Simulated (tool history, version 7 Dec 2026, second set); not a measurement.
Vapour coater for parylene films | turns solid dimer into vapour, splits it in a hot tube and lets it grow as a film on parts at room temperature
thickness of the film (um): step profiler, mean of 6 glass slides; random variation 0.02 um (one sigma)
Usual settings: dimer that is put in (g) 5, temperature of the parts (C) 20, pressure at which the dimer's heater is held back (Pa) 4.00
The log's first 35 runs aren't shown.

run	hour	dimer that is put in (g)	temperature of the parts (C)	pressure at which the dimer's heater is held back (Pa)	thickness of the film (um)
# hour 800.4: trap's valve overhauled
36	813.7	6	32	5.70	1.98
37	830.8	3	31	3.44	1.15
38	846.7	3	20	3.44	1.82
39	866.8	3	25	2.16	1.60
40	899.6	3	25	2.16	1.57
41	913.6	5	27	7.54	1.90
42	930.5	7	14	4.45	5.17
43	958.8	8	18	4.00	5.07
44	975.4	6	20	4.00	3.46
45	992.0	2	25	7.19	0.81
46	1010.9	2	25	7.19	0.83

Forecast each of these 3 alternatives for the next run:
A	1037.1	6	24	10.90	?
B	1037.1	5	16	2.52	?
C	1037.1	3	21	3.99	?

run	thickness of the film (um)
A	2.42
B	3.77
C	1.63
Without the tool's hidden state the same runs would have given:
run	thickness of the film (um)
A	2.40
B	3.74
C	1.62
